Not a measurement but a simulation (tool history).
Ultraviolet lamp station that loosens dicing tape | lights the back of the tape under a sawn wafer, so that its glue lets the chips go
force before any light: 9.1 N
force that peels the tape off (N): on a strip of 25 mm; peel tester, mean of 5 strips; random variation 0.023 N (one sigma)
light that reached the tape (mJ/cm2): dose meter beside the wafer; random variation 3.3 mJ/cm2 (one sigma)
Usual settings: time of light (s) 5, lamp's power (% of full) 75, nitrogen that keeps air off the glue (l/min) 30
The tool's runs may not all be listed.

run,day,time of light (s),lamp's power (% of full),nitrogen that keeps air off the glue (l/min),force that peels the tape off (N),light that reached the tape (mJ/cm2)
1,0,5,75,30,1.178,516
2,0.488,5,75,30,1.132,519
3,1.188,7,75,30,0.526,725
4,1.625,7,75,30,0.516,713
5,2.3,7,75,30,0.525,716
6,2.954,7,75,30,0.539,723
7,3.554,5,75,30,1.133,513
8,3.9,5,75,30,1.129,520
9,4.312,5,75,30,1.172,510
10,4.688,5,75,30,1.105,513
11,5.321,5,75,30,1.112,515
12,5.608,5,100,30,0.585,689
13,6.3,5,100,30,0.609,682
14,6.775,5,100,30,0.584,685
15,7.296,5,75,40,0.906,514
16,7.938,5,75,30,1.161,521
17,8.65,2,75,30,3.865,202
18,9.142,2,75,30,4.015,202
19,9.579,5,75,30,1.168,514
20,10.292,5,72,30,1.235,495
21,10.688,5,72,30,1.223,492
22,11.112,5,81,35,0.855,550
23,11.404,2,75,20,4.452,206
24,11.921,5,75,22,1.476,512
25,12.371,3,79,40,2.103,318
26,12.908,5,92,32,0.709,634
27,13.4,2,85,32,3.345,234
28,13.958,7,85,32,0.363,817
29,14.471,7,85,32,0.351,811
30,14.983,7,85,32,0.363,809
31,15.65,2,76,33,3.75,213
32,16.142,2,76,33,3.66,207
33,16.654,2,76,33,3.718,212
34,16.992,5,76,33,1.058,515
35,17.658,8,83,34,0.227,915
36,18.017,4,85,59,0.871,470
37,18.729,4,85,59,0.869,462
# day 19.162: window cleaned of glue's vapour
38,19.192,7,75,25,0.633,724
39,19.508,7,75,25,0.68,716
40,19.8,7,75,25,0.645,712
41,20.512,7,75,25,0.651,722
42,21.079,5,75,10,2.467,513

4 ways to go on from here, each from the tool as it stands after run 42. What would each give?
A,21.6,6,75,30,?,?
B,21.6,5,82,41,?,?
C,21.6,4,83,30,?,?
D,21.6,5,73,30,?,?

run,force that peels the tape off (N),light that reached the tape (mJ/cm2)
A,0.77,619
B,0.691,561
C,1.454,456
D,1.246,496
Without the tool's hidden state the same runs would have given:
run,force that peels the tape off (N),light that reached the tape (mJ/cm2)
A,0.767,620
B,0.688,562
C,1.45,457
D,1.242,497

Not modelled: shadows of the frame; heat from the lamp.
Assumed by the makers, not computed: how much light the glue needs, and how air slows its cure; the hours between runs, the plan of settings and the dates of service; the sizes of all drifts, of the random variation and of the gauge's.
